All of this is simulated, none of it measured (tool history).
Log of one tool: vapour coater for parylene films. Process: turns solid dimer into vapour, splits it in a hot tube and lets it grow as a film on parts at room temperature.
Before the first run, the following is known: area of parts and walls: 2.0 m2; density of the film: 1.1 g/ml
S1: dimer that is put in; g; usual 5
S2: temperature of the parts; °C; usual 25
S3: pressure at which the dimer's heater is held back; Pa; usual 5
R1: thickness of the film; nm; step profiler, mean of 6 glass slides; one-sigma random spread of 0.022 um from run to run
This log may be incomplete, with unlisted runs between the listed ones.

| run | hour | S1 | S2 | S3 | R1 |
|---|---|---|---|---|---|
| 1 | 0 | 5 | 25 | 5 | 1320 |
| 2 | 14.6 | 5 | 23 | 5 | 1310 |
| 3 | 32.1 | 5 | 23 | 5 | 1340 |
| 4 | 54.4 | 5 | 23 | 5 | 1340 |
| 5 | 66.1 | 6 | 23 | 5 | 1580 |
| 6 | 79.1 | 6 | 23 | 5 | 1620 |
| 7 | 106 | 6 | 23 | 5 | 1550 |
| 8 | 118.1 | 6 | 23 | 5 | 1580 |
| 9 | 134.8 | 6 | 23 | 5 | 1550 |
| 10 | 149.5 | 6 | 23 | 5 | 1530 |
| 11 | 164.3 | 6 | 23 | 5 | 1570 |
| 12 | 187.4 | 6 | 23 | 5 | 1500 |
| 13 | 207.6 | 5 | 25 | 5 | 1200 |
|  | 223.4 | trap's valve overhauled |
| 14 | 223.4 | 5 | 25 | 5 | 1370 |
| 15 | 249.6 | 5 | 25 | 5 | 1320 |
| 16 | 262.7 | 5 | 25 | 5 | 1320 |
| 17 | 274.9 | 5 | 25 | 5.99 | 1300 |
| 18 | 295.2 | 4 | 25 | 5.99 | 1000 |
| 19 | 308.8 | 4 | 25 | 5.99 | 1010 |
| 20 | 328.7 | 4 | 25 | 5.99 | 1000 |

Run 21 comes next. What will it give?
| 21 | 355.8 | 2 | 27 | 9.26 | ? |

R1: 440 nm
The same run, on a tool lacking any hidden state, would have yielded R1 460 nm.
